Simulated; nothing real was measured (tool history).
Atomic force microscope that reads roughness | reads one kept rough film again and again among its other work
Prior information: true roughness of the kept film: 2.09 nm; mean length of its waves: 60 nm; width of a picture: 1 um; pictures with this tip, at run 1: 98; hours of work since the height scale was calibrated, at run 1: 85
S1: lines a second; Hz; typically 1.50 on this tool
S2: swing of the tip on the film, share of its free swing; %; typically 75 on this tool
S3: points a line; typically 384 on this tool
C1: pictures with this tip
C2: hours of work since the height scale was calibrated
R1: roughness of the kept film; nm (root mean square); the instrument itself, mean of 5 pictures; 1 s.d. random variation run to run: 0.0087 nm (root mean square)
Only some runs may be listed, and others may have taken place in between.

{"run": 1, "hour": 0.0, "S1": 1.5, "S2": 75, "S3": 384, "C1": 98, "C2": 85, "R1": 1.853}
{"run": 2, "hour": 9.2, "S1": 1.5, "S2": 75, "S3": 384, "C1": 109, "C2": 90, "R1": 1.846}
{"run": 3, "hour": 18.9, "S1": 1.5, "S2": 75, "S3": 384, "C1": 120, "C2": 95, "R1": 1.847}
{"run": 4, "hour": 28.0, "S1": 1.5, "S2": 75, "S3": 384, "C1": 131, "C2": 100, "R1": 1.834}
{"run": 5, "hour": 32.8, "S1": 1.5, "S2": 75, "S3": 384, "C1": 137, "C2": 102, "R1": 1.822}
{"hour": 40.4, "done": "new tip fitted"}
{"run": 6, "hour": 41.4, "S1": 1.5, "S2": 75, "S3": 384, "C1": 1, "C2": 107, "R1": 1.931}
{"run": 7, "hour": 47.2, "S1": 1.5, "S2": 77, "S3": 384, "C1": 8, "C2": 110, "R1": 1.888}
{"run": 8, "hour": 56.0, "S1": 1.5, "S2": 77, "S3": 384, "C1": 18, "C2": 114, "R1": 1.894}
{"run": 9, "hour": 61.0, "S1": 1.5, "S2": 77, "S3": 384, "C1": 24, "C2": 117, "R1": 1.891}
{"run": 10, "hour": 69.5, "S1": 1.5, "S2": 77, "S3": 384, "C1": 34, "C2": 122, "R1": 1.889}
{"run": 11, "hour": 74.6, "S1": 1.5, "S2": 75, "S3": 892, "C1": 40, "C2": 124, "R1": 1.89}
{"run": 12, "hour": 82.8, "S1": 1.5, "S2": 75, "S3": 892, "C1": 50, "C2": 129, "R1": 1.909}
{"run": 13, "hour": 88.1, "S1": 1.5, "S2": 75, "S3": 384, "C1": 56, "C2": 131, "R1": 1.884}
{"run": 14, "hour": 93.6, "S1": 1.5, "S2": 75, "S3": 384, "C1": 62, "C2": 134, "R1": 1.888}
{"run": 15, "hour": 104.8, "S1": 1.5, "S2": 75, "S3": 384, "C1": 75, "C2": 140, "R1": 1.871}
{"run": 16, "hour": 115.1, "S1": 1.5, "S2": 75, "S3": 969, "C1": 87, "C2": 146, "R1": 1.87}
{"run": 17, "hour": 119.8, "S1": 1.5, "S2": 75, "S3": 969, "C1": 93, "C2": 148, "R1": 1.872}
{"run": 18, "hour": 130.0, "S1": 1.5, "S2": 75, "S3": 969, "C1": 105, "C2": 154, "R1": 1.867}
{"run": 19, "hour": 135.3, "S1": 1.11, "S2": 75, "S3": 384, "C1": 111, "C2": 157, "R1": 1.9}
{"run": 20, "hour": 142.7, "S1": 1.11, "S2": 75, "S3": 384, "C1": 120, "C2": 161, "R1": 1.883}
{"run": 21, "hour": 153.6, "S1": 1.11, "S2": 75, "S3": 384, "C1": 132, "C2": 166, "R1": 1.851}
{"hour": 155.1, "done": "height scale calibrated on a step standard"}
{"hour": 165.6, "done": "new tip fitted"}
{"run": 22, "hour": 165.6, "S1": 1.11, "S2": 75, "S3": 384, "C1": 0, "C2": 5, "R1": 1.957}
{"run": 23, "hour": 175.8, "S1": 1.5, "S2": 74, "S3": 384, "C1": 12, "C2": 11, "R1": 1.925}
{"run": 24, "hour": 182.4, "S1": 1.5, "S2": 75, "S3": 384, "C1": 19, "C2": 14, "R1": 1.922}
{"run": 25, "hour": 191.6, "S1": 1.5, "S2": 75, "S3": 384, "C1": 30, "C2": 19, "R1": 1.891}
{"run": 26, "hour": 201.6, "S1": 1.5, "S2": 75, "S3": 384, "C1": 42, "C2": 25, "R1": 1.907}
{"run": 27, "hour": 209.2, "S1": 1.52, "S2": 79, "S3": 1001, "C1": 51, "C2": 29, "R1": 1.873}
{"run": 28, "hour": 215.5, "S1": 1.5, "S2": 75, "S3": 406, "C1": 58, "C2": 32, "R1": 1.907}
{"run": 29, "hour": 222.2, "S1": 2.69, "S2": 75, "S3": 522, "C1": 66, "C2": 36, "R1": 1.799}
{"hour": 225.1, "done": "height scale calibrated on a step standard, once more"}
{"run": 30, "hour": 233.6, "S1": 3.51, "S2": 75, "S3": 384, "C1": 78, "C2": 5, "R1": 1.732}
{"run": 31, "hour": 244.6, "S1": 3.51, "S2": 75, "S3": 384, "C1": 91, "C2": 10, "R1": 1.725}
{"run": 32, "hour": 251.9, "S1": 1.66, "S2": 56, "S3": 690, "C1": 100, "C2": 14, "R1": 1.94}
{"run": 33, "hour": 259.9, "S1": 1.66, "S2": 56, "S3": 690, "C1": 109, "C2": 19, "R1": 1.926}
{"run": 34, "hour": 266.2, "S1": 0.57, "S2": 74, "S3": 789, "C1": 116, "C2": 22, "R1": 1.937}
{"run": 35, "hour": 276.6, "S1": 0.57, "S2": 74, "S3": 789, "C1": 128, "C2": 27, "R1": 1.929}
{"run": 36, "hour": 285.5, "S1": 0.57, "S2": 74, "S3": 789, "C1": 139, "C2": 32, "R1": 1.909}
{"hour": 291.2, "done": "new tip fitted"}
{"run": 37, "hour": 292.2, "S1": 0.57, "S2": 60, "S3": 424, "C1": 1, "C2": 35, "R1": 2.025}
{"run": 38, "hour": 302.3, "S1": 1.3, "S2": 88, "S3": 384, "C1": 13, "C2": 41, "R1": 1.822}
{"run": 39, "hour": 312.8, "S1": 0.73, "S2": 75, "S3": 301, "C1": 25, "C2": 47, "R1": 1.95}
{"run": 40, "hour": 323.1, "S1": 0.58, "S2": 75, "S3": 384, "C1": 37, "C2": 52, "R1": 1.967}
{"run": 41, "hour": 331.5, "S1": 0.52, "S2": 90, "S3": 438, "C1": 47, "C2": 56, "R1": 1.936}
{"run": 42, "hour": 342.2, "S1": 0.52, "S2": 90, "S3": 438, "C1": 60, "C2": 62, "R1": 1.919}
{"run": 43, "hour": 349.8, "S1": 1.5, "S2": 75, "S3": 773, "C1": 69, "C2": 66, "R1": 1.903}
{"run": 44, "hour": 356.5, "S1": 1.5, "S2": 85, "S3": 261, "C1": 76, "C2": 70, "R1": 1.787}
{"run": 45, "hour": 366.3, "S1": 1.5, "S2": 75, "S3": 672, "C1": 88, "C2": 75, "R1": 1.884}
{"run": 46, "hour": 374.8, "S1": 1.5, "S2": 75, "S3": 672, "C1": 98, "C2": 80, "R1": 1.852}
{"run": 47, "hour": 380.8, "S1": 0.8, "S2": 57, "S3": 305, "C1": 105, "C2": 83, "R1": 1.96}
{"run": 48, "hour": 390.3, "S1": 0.89, "S2": 84, "S3": 573, "C1": 116, "C2": 88, "R1": 1.873}
{"run": 49, "hour": 397.6, "S1": 1.25, "S2": 57, "S3": 331, "C1": 124, "C2": 92, "R1": 1.936}
{"run": 50, "hour": 408.1, "S1": 1.25, "S2": 57, "S3": 331, "C1": 137, "C2": 97, "R1": 1.934}
{"hour": 415.6, "done": "new tip fitted"}
{"run": 51, "hour": 417.3, "S1": 0.58, "S2": 81, "S3": 466, "C1": 2, "C2": 102, "R1": 1.975}
{"run": 52, "hour": 428.9, "S1": 1.91, "S2": 65, "S3": 384, "C1": 15, "C2": 108, "R1": 1.939}

Here are 5 independent what-if runs from the current tool condition. What would each one return?
{"run": "A", "hour": 435.0, "S1": 1.91, "S2": 65, "S3": 366, "C1": 23, "C2": 111, "R1": "?"}
{"run": "B", "hour": 435.0, "S1": 1.5, "S2": 75, "S3": 628, "C1": 23, "C2": 111, "R1": "?"}
{"run": "C", "hour": 435.0, "S1": 2.93, "S2": 68, "S3": 384, "C1": 23, "C2": 111, "R1": "?"}
{"run": "D", "hour": 435.0, "S1": 0.89, "S2": 85, "S3": 427, "C1": 23, "C2": 111, "R1": "?"}
{"run": "E", "hour": 435.0, "S1": 0.97, "S2": 65, "S3": 496, "C1": 23, "C2": 111, "R1": "?"}

run=A R1=1.922
run=B R1=1.911
run=C R1=1.865
run=D R1=1.911
run=E R1=1.998
Without the tool's hidden state the same runs would have given:
run=A R1=1.941
run=B R1=1.929
run=C R1=1.883
run=D R1=1.929
run=E R1=2.017
